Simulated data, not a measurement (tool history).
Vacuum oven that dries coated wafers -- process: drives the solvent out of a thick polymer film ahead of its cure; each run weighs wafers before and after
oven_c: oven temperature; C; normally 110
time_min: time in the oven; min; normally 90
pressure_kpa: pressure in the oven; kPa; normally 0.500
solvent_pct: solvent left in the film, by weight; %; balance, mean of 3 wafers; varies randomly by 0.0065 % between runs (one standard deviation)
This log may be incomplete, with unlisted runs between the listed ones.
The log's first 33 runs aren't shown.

run    hour  oven_c  time_min  pressure_kpa  hours of work since the thermocouples were calibrated  hours of work since the vacuum gauge was cleaned of residue  solvent_pct
 34  1433.6     123        90         0.570                                                    961                                                         1315        0.224
     1452.1  -- oven's thermocouples calibrated
 35  1461.1     123        90         0.461                                                      6                                                         1332        0.215
 36  1489.4     108        83         1.071                                                     25                                                         1350        1.354
 37  1522.7     125        90         0.335                                                     46                                                         1372        0.153
 38  1567.1     114        79         0.593                                                     76                                                         1401        0.718
 39  1599.5     113        47         1.255                                                     97                                                         1422        2.197
 40  1631.9     113        47         1.255                                                    118                                                         1444        2.204
 41  1672.2      99        69         0.500                                                    145                                                         1470        2.997
 42  1731.2      99        69         0.500                                                    183                                                         1509        2.989
 43  1766.5     112        47         0.350                                                    207                                                         1532        2.046

Consider 3 possible next runs. They are alternatives, not a sequence: every one starts from the tool as it was left by run 43. What does each give?
  A  1823.6     105        47         0.350                                                    244                                                         1570            ?
  B  1823.6     121        47         0.350                                                    244                                                         1570            ?
  C  1823.6     112        82         0.966                                                    244                                                         1570            ?

run  solvent_pct
  A        3.206
  B        0.951
  C        0.925
Take away the tool's hidden state, keep each run's random variation, and the runs would have read:
run  solvent_pct
  A        3.230
  B        0.949
  C        0.896
